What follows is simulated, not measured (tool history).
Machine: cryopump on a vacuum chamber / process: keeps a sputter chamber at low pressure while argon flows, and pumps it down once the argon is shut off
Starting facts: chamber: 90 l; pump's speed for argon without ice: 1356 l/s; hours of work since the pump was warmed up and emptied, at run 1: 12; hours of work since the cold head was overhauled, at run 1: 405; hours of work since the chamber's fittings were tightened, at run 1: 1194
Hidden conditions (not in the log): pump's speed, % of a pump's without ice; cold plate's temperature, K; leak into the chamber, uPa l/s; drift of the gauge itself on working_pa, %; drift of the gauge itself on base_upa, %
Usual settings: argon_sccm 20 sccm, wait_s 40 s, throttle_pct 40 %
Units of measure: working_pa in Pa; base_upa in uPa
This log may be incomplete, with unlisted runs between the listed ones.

| run | day | argon_sccm | wait_s | throttle_pct | hours of work since the pump was warmed up and emptied | hours of work since the cold head was overhauled | hours of work since the chamber's fittings were tightened | working_pa | base_upa |
|---|---|---|---|---|---|---|---|---|---|
| 1 | 0 | 20 | 40 | 40 | 12 | 405 | 1194 | 0.0623 | 3.56 |
| 2 | 1.125 | 20 | 40 | 40 | 33 | 427 | 1216 | 0.0635 | 3.66 |
| 3 | 1.65 | 20 | 50 | 40 | 43 | 437 | 1226 | 0.0633 | 3.16 |
| 4 | 2.3 | 20 | 50 | 40 | 56 | 450 | 1239 | 0.0636 | 3.11 |
| 5 | 3.067 | 20 | 61 | 40 | 71 | 465 | 1253 | 0.064 | 2.96 |
| 6 | 3.921 | 20 | 40 | 40 | 87 | 481 | 1270 | 0.0641 | 3.64 |
| 7 | 4.467 | 20 | 40 | 30 | 98 | 492 | 1280 | 0.0855 | 3.73 |
| 8 | 5.542 | 20 | 40 | 30 | 118 | 512 | 1301 | 0.0867 | 3.71 |
| 9 | 6.3 | 19 | 40 | 40 | 133 | 527 | 1316 | 0.063 | 3.87 |
| 10 | 7.058 | 19 | 40 | 40 | 148 | 541 | 1330 | 0.0626 | 3.84 |
| 11 | 8.171 | 20 | 40 | 40 | 169 | 563 | 1352 | 0.0666 | 3.82 |
| 12 | 8.729 | 20 | 40 | 40 | 180 | 574 | 1363 | 0.067 | 3.88 |
| 13 | 9.525 | 30 | 21 | 40 | 195 | 589 | 1378 | 0.1013 | 5.88 |
| 14 | 10.667 | 22 | 215 | 40 | 217 | 611 | 1400 | 0.0754 | 2.26 |
| 15 | 11.538 | 15 | 59 | 16 | 234 | 628 | 1417 | 0.1218 | 3.51 |
| 16 | 12.404 | 15 | 30 | 16 | 251 | 644 | 1433 | 0.1227 | 5.03 |
| 17 | 13.004 | 13 | 44 | 16 | 262 | 656 | 1445 | 0.1055 | 3.95 |
| 18 | 14.2 | 13 | 134 | 35 | 285 | 679 | 1468 | 0.0521 | 2.65 |
| 19 | 14.712 | 22 | 64 | 26 | 295 | 689 | 1478 | 0.1146 | 3.48 |
| 20 | 15.542 | 22 | 48 | 17 | 311 | 705 | 1494 | 0.1721 | 4.06 |
| 21 | 16.217 | 22 | 48 | 17 | 324 | 718 | 1507 | 0.1722 | 4.07 |
| 22 | 17.488 | 10 | 198 | 29 | 349 | 742 | 1531 | 0.0488 | 2.66 |
| 23 | 18.096 | 25 | 88 | 29 | 360 | 754 | 1543 | 0.1211 | 3.35 |

Here are 5 independent what-if runs from the current tool condition. What would each one return?
|  | 19.308 | pump warmed up, emptied and cooled again |
| A | 19.5 | 8 | 147 | 38 | 4 | 777 | 1566 | ? | ? |
|  | 19.308 | pump warmed up, emptied and cooled again |
| B | 19.5 | 31 | 88 | 40 | 4 | 777 | 1566 | ? | ? |
|  | 19.308 | pump warmed up, emptied and cooled again |
| C | 19.5 | 20 | 40 | 32 | 4 | 777 | 1566 | ? | ? |
|  | 19.308 | pump warmed up, emptied and cooled again |
| D | 19.5 | 24 | 93 | 21 | 4 | 777 | 1566 | ? | ? |
|  | 19.308 | pump warmed up, emptied and cooled again |
| E | 19.5 | 16 | 40 | 40 | 4 | 777 | 1566 | ? | ? |

| run | working_pa | base_upa |
|---|---|---|
| A | 0.0265 | 2.26 |
| B | 0.0965 | 2.68 |
| C | 0.0786 | 3.97 |
| D | 0.1441 | 2.63 |
| E | 0.0507 | 3.94 |
Stripped of hidden state, with their random variation kept, the same runs would have yielded:
| run | working_pa | base_upa |
|---|---|---|
| A | 0.0263 | 0.82 |
| B | 0.0958 | 1.23 |
| C | 0.0781 | 2.51 |
| D | 0.1435 | 1.2 |
| E | 0.0503 | 2.48 |
